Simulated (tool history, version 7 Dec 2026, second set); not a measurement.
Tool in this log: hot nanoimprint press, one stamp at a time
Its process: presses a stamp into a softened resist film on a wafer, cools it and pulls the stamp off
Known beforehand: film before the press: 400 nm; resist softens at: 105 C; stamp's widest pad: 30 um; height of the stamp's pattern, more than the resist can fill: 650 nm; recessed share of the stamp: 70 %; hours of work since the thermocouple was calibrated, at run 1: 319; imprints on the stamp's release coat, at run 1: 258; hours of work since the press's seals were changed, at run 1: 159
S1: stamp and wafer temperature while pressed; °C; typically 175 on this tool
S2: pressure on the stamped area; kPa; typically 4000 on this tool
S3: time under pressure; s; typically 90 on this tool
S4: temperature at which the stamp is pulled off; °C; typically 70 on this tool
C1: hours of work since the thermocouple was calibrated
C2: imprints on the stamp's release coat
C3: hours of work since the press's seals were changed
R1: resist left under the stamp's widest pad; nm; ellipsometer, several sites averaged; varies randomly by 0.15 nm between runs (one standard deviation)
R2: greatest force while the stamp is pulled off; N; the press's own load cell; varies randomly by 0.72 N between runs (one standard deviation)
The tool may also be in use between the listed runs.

{"run": 1, "hour": 0.0, "S1": 175, "S2": 4000, "S3": 90, "S4": 70, "C1": 319, "C2": 258, "C3": 159, "R1": 188.5, "R2": 195.2}
{"run": 2, "hour": 38.3, "S1": 175, "S2": 4000, "S3": 90, "S4": 70, "C1": 334, "C2": 370, "C3": 174, "R1": 188.6, "R2": 195.9}
{"run": 3, "hour": 72.6, "S1": 175, "S2": 4000, "S3": 90, "S4": 70, "C1": 348, "C2": 470, "C3": 188, "R1": 188.3, "R2": 197.0}
{"run": 4, "hour": 138.3, "S1": 175, "S2": 5180, "S3": 90, "S4": 70, "C1": 375, "C2": 662, "C3": 215, "R1": 165.0, "R2": 197.5}
{"hour": 166.7, "done": "plate thermocouple calibrated"}
{"hour": 198.8, "done": "stamp cleaned and given a new release coat"}
{"run": 5, "hour": 210.1, "S1": 175, "S2": 5180, "S3": 90, "S4": 70, "C1": 15, "C2": 33, "C3": 240, "R1": 164.7, "R2": 197.1}
{"run": 6, "hour": 282.8, "S1": 175, "S2": 3920, "S3": 90, "S4": 70, "C1": 44, "C2": 245, "C3": 269, "R1": 190.7, "R2": 197.6}
{"run": 7, "hour": 348.8, "S1": 175, "S2": 4000, "S3": 90, "S4": 70, "C1": 71, "C2": 438, "C3": 296, "R1": 188.6, "R2": 199.2}
{"run": 8, "hour": 382.2, "S1": 175, "S2": 4000, "S3": 90, "S4": 70, "C1": 84, "C2": 536, "C3": 309, "R1": 188.8, "R2": 196.3}
{"run": 9, "hour": 431.9, "S1": 175, "S2": 4000, "S3": 90, "S4": 65, "C1": 104, "C2": 681, "C3": 329, "R1": 188.3, "R2": 227.9}
{"hour": 485.3, "done": "stamp cleaned and given a new release coat"}
{"run": 10, "hour": 501.6, "S1": 175, "S2": 4000, "S3": 90, "S4": 65, "C1": 130, "C2": 48, "C3": 355, "R1": 188.7, "R2": 227.4}
{"run": 11, "hour": 552.9, "S1": 175, "S2": 4000, "S3": 90, "S4": 65, "C1": 151, "C2": 198, "C3": 376, "R1": 188.6, "R2": 227.5}
{"run": 12, "hour": 593.7, "S1": 175, "S2": 4000, "S3": 90, "S4": 65, "C1": 167, "C2": 317, "C3": 392, "R1": 188.5, "R2": 228.6}
{"run": 13, "hour": 633.0, "S1": 175, "S2": 4000, "S3": 90, "S4": 65, "C1": 183, "C2": 432, "C3": 408, "R1": 188.5, "R2": 228.0}
{"run": 14, "hour": 703.2, "S1": 175, "S2": 4000, "S3": 90, "S4": 65, "C1": 211, "C2": 637, "C3": 436, "R1": 188.4, "R2": 228.8}
{"hour": 771.2, "done": "stamp cleaned and given a new release coat"}
{"run": 15, "hour": 781.1, "S1": 175, "S2": 4000, "S3": 90, "S4": 70, "C1": 240, "C2": 29, "C3": 465, "R1": 188.6, "R2": 198.1}
{"run": 16, "hour": 850.4, "S1": 175, "S2": 4000, "S3": 88, "S4": 64, "C1": 268, "C2": 231, "C3": 493, "R1": 190.0, "R2": 234.0}
{"run": 17, "hour": 889.4, "S1": 175, "S2": 4000, "S3": 90, "S4": 62, "C1": 284, "C2": 345, "C3": 509, "R1": 188.6, "R2": 246.0}
{"run": 18, "hour": 934.7, "S1": 175, "S2": 5600, "S3": 90, "S4": 55, "C1": 302, "C2": 477, "C3": 527, "R1": 158.4, "R2": 288.0}
{"run": 19, "hour": 1006.9, "S1": 166, "S2": 3220, "S3": 125, "S4": 73, "C1": 331, "C2": 688, "C3": 556, "R1": 254.8, "R2": 182.6}
{"run": 20, "hour": 1041.9, "S1": 175, "S2": 2680, "S3": 54, "S4": 70, "C1": 346, "C2": 790, "C3": 570, "R1": 263.3, "R2": 199.6}
{"hour": 1058.0, "done": "stamp cleaned and given a new release coat"}
{"run": 21, "hour": 1117.9, "S1": 179, "S2": 3210, "S3": 79, "S4": 76, "C1": 374, "C2": 175, "C3": 599, "R1": 192.2, "R2": 163.2}
{"hour": 1148.7, "done": "plate thermocouple calibrated"}
{"run": 22, "hour": 1191.0, "S1": 179, "S2": 3210, "S3": 79, "S4": 76, "C1": 17, "C2": 379, "C3": 627, "R1": 192.3, "R2": 164.2}
{"run": 23, "hour": 1251.9, "S1": 170, "S2": 3020, "S3": 107, "S4": 65, "C1": 42, "C2": 557, "C3": 651, "R1": 240.8, "R2": 229.7}
{"run": 24, "hour": 1317.9, "S1": 181, "S2": 4390, "S3": 177, "S4": 71, "C1": 68, "C2": 750, "C3": 678, "R1": 112.6, "R2": 194.2}
{"hour": 1346.9, "done": "stamp cleaned and given a new release coat"}
{"run": 25, "hour": 1393.9, "S1": 181, "S2": 4390, "S3": 177, "S4": 71, "C1": 96, "C2": 137, "C3": 706, "R1": 112.6, "R2": 193.1}
{"run": 26, "hour": 1462.2, "S1": 181, "S2": 4390, "S3": 154, "S4": 72, "C1": 124, "C2": 337, "C3": 734, "R1": 118.8, "R2": 188.1}
{"run": 27, "hour": 1520.3, "S1": 181, "S2": 5200, "S3": 154, "S4": 72, "C1": 147, "C2": 507, "C3": 757, "R1": 108.1, "R2": 189.0}
{"run": 28, "hour": 1553.9, "S1": 181, "S2": 5200, "S3": 134, "S4": 60, "C1": 161, "C2": 605, "C3": 771, "R1": 114.0, "R2": 259.0}
{"run": 29, "hour": 1601.9, "S1": 175, "S2": 2610, "S3": 97, "S4": 66, "C1": 180, "C2": 745, "C3": 790, "R1": 225.9, "R2": 223.8}

Difference, measured minus no-hidden-state, one row per run. Run-to-run variation is common to both terms; the gauge's own scatter need not be:
The tool's hidden condition here consists of: true temperature over the reading, C; pressure that arrives at the usual setting, %; grip of the stamp's worn release coat, % over a new coat's; drift of the gauge itself on residual_nm, %; drift of the gauge itself on pull_off_n, %.
run=1 R2=+0.0
run=2 R2=+0.2
run=3 R2=+0.3
run=4 R2=+0.5
run=5 R2=+0.5
run=6 R2=+0.7
run=7 R2=+0.9
run=8 R2=+1.0
run=9 R2=+1.4
run=10 R2=+1.2
run=11 R2=+1.4
run=12 R2=+1.6
run=13 R2=+1.7
run=14 R2=+2.0
run=15 R2=+1.6
run=16 R2=+2.2
run=17 R2=+2.5
run=18 R2=+3.2
run=19 R2=+2.1
run=20 R2=+2.6
run=21 R2=+2.0
run=22 R2=+2.2
run=23 R2=+3.3
run=24 R2=+3.0
run=25 R2=+2.9
run=26 R2=+3.0
run=27 R2=+3.2
run=28 R2=+4.6
run=29 R2=+4.2
R1: differs from the measured result by no more than 0.1 nm in any run.
